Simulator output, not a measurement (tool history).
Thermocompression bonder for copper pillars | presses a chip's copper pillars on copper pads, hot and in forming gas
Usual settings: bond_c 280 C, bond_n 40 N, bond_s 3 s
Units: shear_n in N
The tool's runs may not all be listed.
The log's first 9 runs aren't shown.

run	day	bond_c	bond_n	bond_s	shear_n
10	10.025	280	57	3	91.0
11	10.962	280	49	3	83.7
12	12.021	280	40	2	65.4
13	13.233	280	40	3	71.8
14	14.650	280	40	3	71.8
15	15.775	280	40	3	71.8
# day 15.908: forming gas filter changed
16	16.500	280	40	3	79.5
17	17.742	280	40	6	95.0
18	18.546	280	40	6	94.4
19	20.154	287	59	6	114.7
20	20.904	287	36	2	66.8
21	21.788	287	36	2	67.5
22	23.425	310	27	3	72.5
23	24.942	281	36	2	62.4
24	25.808	253	45	2	57.2

The next listed run, before its measurement:
25	26.867	253	35	5	?

shear_n: 60.0 N
Without the tool's hidden state the same run would have given shear_n 57.4 N.
